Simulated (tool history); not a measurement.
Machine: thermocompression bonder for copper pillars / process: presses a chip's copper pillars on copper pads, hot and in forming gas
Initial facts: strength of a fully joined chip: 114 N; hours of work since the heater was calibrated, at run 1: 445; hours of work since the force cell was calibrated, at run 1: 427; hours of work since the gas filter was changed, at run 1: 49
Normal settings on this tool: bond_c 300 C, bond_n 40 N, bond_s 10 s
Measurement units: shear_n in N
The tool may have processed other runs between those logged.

run	hour	bond_c	bond_n	bond_s	hours of work since the heater was calibrated	hours of work since the force cell was calibrated	hours of work since the gas filter was changed	shear_n
1	0	300	40	10	445	427	49	78.1
2	17.5	300	40	10	455	437	59	77.6
3	31.2	300	40	10	463	445	67	77.5
4	44.8	300	37	10	471	453	75	74.4
5	59.4	300	38	10	479	461	83	75.4
6	73.8	300	38	10	487	470	91	74.6
7	93.7	300	38	10	499	481	103	74.7
8	115.5	316	45	9	511	493	115	87.8
9	135.7	316	45	9	523	505	126	87.8
# hour 138.1: forming gas filter changed
10	153.1	304	39	9	532	515	9	79.1
11	166.3	304	39	9	540	522	16	78.7

Forecast each of these 5 alternatives for the next run:
A	177.5	304	31	9	546	528	22	?
B	177.5	289	46	7	546	528	22	?
C	177.5	304	39	12	546	528	22	?
D	177.5	298	59	8	546	528	22	?
E	177.5	325	39	9	546	528	22	?

run	shear_n
A	70.2
B	68.4
C	83.5
D	85.7
E	91.3
With no hidden state in the tool, these same runs would have given:
run	shear_n
A	72.2
B	70.5
C	85.6
D	87.8
E	93.2
